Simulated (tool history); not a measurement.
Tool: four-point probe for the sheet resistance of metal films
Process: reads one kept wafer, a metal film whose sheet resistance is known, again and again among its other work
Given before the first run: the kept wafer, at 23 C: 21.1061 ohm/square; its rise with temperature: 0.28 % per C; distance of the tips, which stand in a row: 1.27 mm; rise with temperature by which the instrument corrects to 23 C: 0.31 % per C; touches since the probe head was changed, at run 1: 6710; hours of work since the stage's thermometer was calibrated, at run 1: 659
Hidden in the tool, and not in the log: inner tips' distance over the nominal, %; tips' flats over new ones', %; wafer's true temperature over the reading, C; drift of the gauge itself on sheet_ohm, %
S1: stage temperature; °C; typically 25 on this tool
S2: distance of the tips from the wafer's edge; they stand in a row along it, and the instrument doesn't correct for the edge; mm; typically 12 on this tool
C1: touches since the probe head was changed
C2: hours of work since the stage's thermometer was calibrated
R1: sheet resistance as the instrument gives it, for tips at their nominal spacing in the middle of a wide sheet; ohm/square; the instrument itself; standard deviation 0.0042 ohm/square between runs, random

run	hour	S1	S2	C1	C2	R1
1	0	25	12	6710	659	21.23672
2	6.5	25	12	6861	663	21.239667
3	15.9	25	12	7077	668	21.231218
4	25.7	25	12	7304	675	21.234879
5	37.5	25	12	7577	682	21.22973
6	47.3	25	12	7804	688	21.238008
7	62.3	35	12	8152	697	21.183597
8	72	25	12	8376	703	21.23237
9	86.6	25	12	8714	712	21.226575
10	95.1	25	12	8910	717	21.221973
11	108.6	25	12	9222	726	21.229222
12	117.5	18	12	9428	731	21.264564
# hour 118.8: stage's thermometer calibrated
13	124.4	18	12	9576	3	21.258133

What does the tool deliver on the next run?
14	139.1	18	12	9917	13	?

For run 14 the tool returned R1 21.26159 ohm/square.
Without the tool's hidden state the same run would have given R1 21.256527 ohm/square.

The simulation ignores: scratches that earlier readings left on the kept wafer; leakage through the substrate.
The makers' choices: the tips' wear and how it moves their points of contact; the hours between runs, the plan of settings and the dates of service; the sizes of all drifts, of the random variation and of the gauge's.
